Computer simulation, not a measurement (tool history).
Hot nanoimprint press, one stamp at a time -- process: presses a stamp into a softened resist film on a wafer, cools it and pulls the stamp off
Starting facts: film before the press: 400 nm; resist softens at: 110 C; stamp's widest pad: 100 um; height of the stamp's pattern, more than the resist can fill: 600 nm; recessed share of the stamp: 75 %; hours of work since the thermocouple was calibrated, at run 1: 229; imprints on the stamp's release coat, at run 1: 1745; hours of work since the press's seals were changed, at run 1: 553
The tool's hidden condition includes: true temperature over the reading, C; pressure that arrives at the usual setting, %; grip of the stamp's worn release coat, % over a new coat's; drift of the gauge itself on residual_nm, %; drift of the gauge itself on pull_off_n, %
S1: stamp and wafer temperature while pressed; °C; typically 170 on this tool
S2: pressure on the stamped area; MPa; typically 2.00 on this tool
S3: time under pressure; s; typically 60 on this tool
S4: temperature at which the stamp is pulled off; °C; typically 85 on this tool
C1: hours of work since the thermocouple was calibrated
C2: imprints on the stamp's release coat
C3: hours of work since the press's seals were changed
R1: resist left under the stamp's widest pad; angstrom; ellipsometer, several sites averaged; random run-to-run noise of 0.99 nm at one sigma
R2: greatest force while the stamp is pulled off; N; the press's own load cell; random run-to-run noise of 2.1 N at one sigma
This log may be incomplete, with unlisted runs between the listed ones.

run    hour   S1    S2  S3  S4   C1    C2   C3    R1   R2
  1     0.0  170  2.00  60  85  229  1745  553  1719  115
  2    94.6  159  2.00  60  85  267  1907  591  2585  127
  3   153.1  159  2.00  60  85  291  2008  614  2579  123
  4   206.6  170  2.00  60  73  313  2100  636  1715  164
  5   263.6  170  2.00  60  85  336  2198  659  1725  128
      294.4  -- stamp cleaned and given a new release coat
  6   355.1  170  2.00  60  85  370   104  694  1737   93
  7   452.5  170  1.44  60  85  410   272  733  1993   93
      489.6  -- press's hydraulic seals changed and the load cell set to zero
      533.3  -- plate thermocouple calibrated
  8   558.6  170  1.44  60  85   10   435   27  1952  103
  9   624.2  170  1.44  60  85   37   548   53  1946  100
 10   710.0  170  2.00  60  85   71   695   88  1649  102
 11   807.8  170  2.00  60  85  111   863  127  1667  103
 12   880.7  170  2.00  60  85  140   989  157  1667  105
 13   931.7  170  2.00  60  85  161  1076  177  1664  111
 14  1011.7  170  2.00  60  88  193  1214  210  1662  103
 15  1090.4  170  2.00  60  88  225  1349  242  1657  107
     1105.6  -- plate thermocouple calibrated, once more
 16  1174.7  170  2.00  60  88   28  1488  274  1739  110
 17  1270.4  160  2.82  36  90   67  1653  313  2543  109
 18  1340.5  160  2.82  36  87   95  1773  341  2524  115
 19  1427.8  167  1.39  52  85  130  1923  377  2362  131
 20  1508.5  161  1.55  85  87  163  2062  409  2377  122
 21  1566.6  173  3.09  51  85  186  2162  433  1322  127
     1614.4  -- stamp cleaned and given a new release coat
 22  1616.4  173  3.16  75  92  204     4  450  1111   80
 23  1693.6  170  1.44  45  74  235   137  482  2186  113
 24  1774.7  176  1.27  38  80  268   276  514  2014  107
 25  1865.1  176  2.54  38  71  304   431  551  1469  127
 26  1916.5  176  3.15  38  71  325   519  572  1304  127
 27  1959.5  182  2.00  42  73  343   593  589  1265  126
 28  2051.1  182  2.00  42  73  380   751  626  1266  132
 29  2138.4  182  2.00  42  73  415   901  661  1268  138

Predict each of these 5 candidate next runs independently; none follows another, all start after run 29:
  A  2179.6  182  1.60  50  73  432  971  678   ?   ?
  B  2179.6  170  2.00  60  92  432  971  678   ?   ?
  C  2179.6  182  2.00  42  78  432  971  678   ?   ?
  D  2179.6  172  2.00  42  85  432  971  678   ?   ?
  E  2179.6  170  1.59  89  85  432  971  678   ?   ?

run    R1   R2
  A  1326  137
  B  1697   90
  C  1261  121
  D  1795  105
  E  1633  106
Without the tool's hidden state the same runs would have given:
run    R1   R2
  A  1337  118
  B  1710   77
  C  1265  104
  D  1807   91
  E  1653   91
